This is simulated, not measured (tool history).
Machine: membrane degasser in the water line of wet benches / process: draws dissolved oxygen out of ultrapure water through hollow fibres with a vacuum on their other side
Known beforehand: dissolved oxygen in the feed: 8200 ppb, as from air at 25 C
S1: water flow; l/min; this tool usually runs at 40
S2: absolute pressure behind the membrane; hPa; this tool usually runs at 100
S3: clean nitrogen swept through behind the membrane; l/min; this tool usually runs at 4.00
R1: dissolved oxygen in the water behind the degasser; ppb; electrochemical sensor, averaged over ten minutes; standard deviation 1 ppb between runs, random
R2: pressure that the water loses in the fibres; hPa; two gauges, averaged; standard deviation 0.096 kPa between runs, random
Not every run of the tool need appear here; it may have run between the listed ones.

{"run": 1, "hour": 0.0, "S1": 40, "S2": 100, "S3": 4.0, "R1": 175.5, "R2": 271.8}
{"run": 2, "hour": 124.5, "S1": 44, "S2": 100, "S3": 4.0, "R1": 195.2, "R2": 299.6}
{"run": 3, "hour": 315.9, "S1": 40, "S2": 100, "S3": 4.0, "R1": 173.6, "R2": 273.1}
{"run": 4, "hour": 506.2, "S1": 40, "S2": 100, "S3": 4.4, "R1": 159.6, "R2": 271.8}
{"run": 5, "hour": 668.5, "S1": 40, "S2": 100, "S3": 4.4, "R1": 161.1, "R2": 273.3}
{"run": 6, "hour": 826.4, "S1": 40, "S2": 100, "S3": 4.4, "R1": 160.7, "R2": 273.8}
{"run": 7, "hour": 933.7, "S1": 52, "S2": 100, "S3": 4.4, "R1": 222.6, "R2": 357.9}
{"run": 8, "hour": 1053.1, "S1": 40, "S2": 67, "S3": 4.0, "R1": 101.2, "R2": 274.1}
{"hour": 1158.9, "done": "seals of the vacuum lines changed"}
{"run": 9, "hour": 1232.9, "S1": 25, "S2": 100, "S3": 4.0, "R1": 108.2, "R2": 170.5}
{"run": 10, "hour": 1388.9, "S1": 25, "S2": 100, "S3": 4.0, "R1": 111.0, "R2": 169.0}
{"run": 11, "hour": 1495.3, "S1": 25, "S2": 100, "S3": 4.0, "R1": 110.0, "R2": 171.5}
{"run": 12, "hour": 1702.9, "S1": 25, "S2": 100, "S3": 4.0, "R1": 110.3, "R2": 172.1}
{"run": 13, "hour": 1882.8, "S1": 40, "S2": 90, "S3": 4.0, "R1": 154.3, "R2": 275.2}
{"run": 14, "hour": 2079.3, "S1": 40, "S2": 90, "S3": 4.0, "R1": 155.7, "R2": 277.7}
{"hour": 2195.5, "done": "vacuum gauge calibrated"}
{"run": 15, "hour": 2228.9, "S1": 40, "S2": 100, "S3": 4.0, "R1": 165.4, "R2": 276.5}
{"run": 16, "hour": 2417.7, "S1": 40, "S2": 100, "S3": 4.0, "R1": 166.3, "R2": 276.6}
{"run": 17, "hour": 2531.2, "S1": 24, "S2": 207, "S3": 1.72, "R1": 529.6, "R2": 166.6}
{"run": 18, "hour": 2688.4, "S1": 52, "S2": 100, "S3": 7.72, "R1": 140.5, "R2": 359.4}
{"run": 19, "hour": 2885.5, "S1": 52, "S2": 100, "S3": 7.72, "R1": 140.3, "R2": 359.0}
{"run": 20, "hour": 3082.4, "S1": 43, "S2": 74, "S3": 7.72, "R1": 68.8, "R2": 297.7}
{"run": 21, "hour": 3227.2, "S1": 62, "S2": 84, "S3": 6.24, "R1": 191.0, "R2": 429.9}
{"run": 22, "hour": 3316.0, "S1": 52, "S2": 115, "S3": 4.17, "R1": 269.2, "R2": 359.7}
{"run": 23, "hour": 3533.1, "S1": 52, "S2": 115, "S3": 4.17, "R1": 271.5, "R2": 360.3}
{"run": 24, "hour": 3645.5, "S1": 52, "S2": 129, "S3": 6.37, "R1": 217.9, "R2": 361.5}
{"run": 25, "hour": 3779.3, "S1": 48, "S2": 199, "S3": 8.11, "R1": 255.6, "R2": 334.3}
{"run": 26, "hour": 3899.3, "S1": 48, "S2": 199, "S3": 8.11, "R1": 258.4, "R2": 335.9}
{"run": 27, "hour": 4046.3, "S1": 32, "S2": 231, "S3": 4.04, "R1": 367.4, "R2": 221.2}
{"run": 28, "hour": 4231.2, "S1": 27, "S2": 84, "S3": 2.01, "R1": 165.8, "R2": 188.4}
{"run": 29, "hour": 4449.9, "S1": 27, "S2": 84, "S3": 2.01, "R1": 164.4, "R2": 188.6}
{"run": 30, "hour": 4647.9, "S1": 26, "S2": 228, "S3": 3.66, "R1": 331.9, "R2": 180.9}
{"run": 31, "hour": 4764.0, "S1": 26, "S2": 228, "S3": 3.66, "R1": 330.3, "R2": 180.9}

For each run, the measured value with the value that run would have given without the tool's hidden condition subtracted. The run-to-run variation is shared by both, the gauge scatter possibly not:
Hidden state present: membrane still open, %; true pressure behind the membrane over the reading, kPa; air that leaks in behind the membrane, l/min; drift of the gauge itself on oxygen_ppb, %; drift of the gauge itself on loss_of_pressure_kpa, %.
run=1 R1=+10.1 R2=+0.8
run=2 R1=+11.1 R2=+1.1
run=3 R1=+10.6 R2=+1.2
run=4 R1=+10.1 R2=+1.5
run=5 R1=+10.6 R2=+1.8
run=6 R1=+10.9 R2=+1.9
run=7 R1=+14.4 R2=+2.7
run=8 R1=+12.2 R2=+2.2
run=9 R1=+7.4 R2=+1.6
run=10 R1=+7.8 R2=+1.7
run=11 R1=+7.8 R2=+1.8
run=12 R1=+8.1 R2=+2.0
run=13 R1=+13.3 R2=+3.4
run=14 R1=+13.8 R2=+3.7
run=15 R1=+0.4 R2=+3.9
run=16 R1=+0.9 R2=+4.1
run=17 R1=+2.0 R2=+2.6
run=18 R1=+3.2 R2=+5.9
run=19 R1=+3.7 R2=+6.2
run=20 R1=+2.2 R2=+5.4
run=21 R1=+7.7 R2=+8.2
run=22 R1=+5.7 R2=+7.0
run=23 R1=+6.5 R2=+7.4
run=24 R1=+5.9 R2=+7.7
run=25 R1=+5.1 R2=+7.3
run=26 R1=+5.3 R2=+7.5
run=27 R1=+5.0 R2=+5.2
run=28 R1=+5.6 R2=+4.6
run=29 R1=+6.1 R2=+4.8
run=30 R1=+6.4 R2=+4.7
run=31 R1=+6.7 R2=+4.9

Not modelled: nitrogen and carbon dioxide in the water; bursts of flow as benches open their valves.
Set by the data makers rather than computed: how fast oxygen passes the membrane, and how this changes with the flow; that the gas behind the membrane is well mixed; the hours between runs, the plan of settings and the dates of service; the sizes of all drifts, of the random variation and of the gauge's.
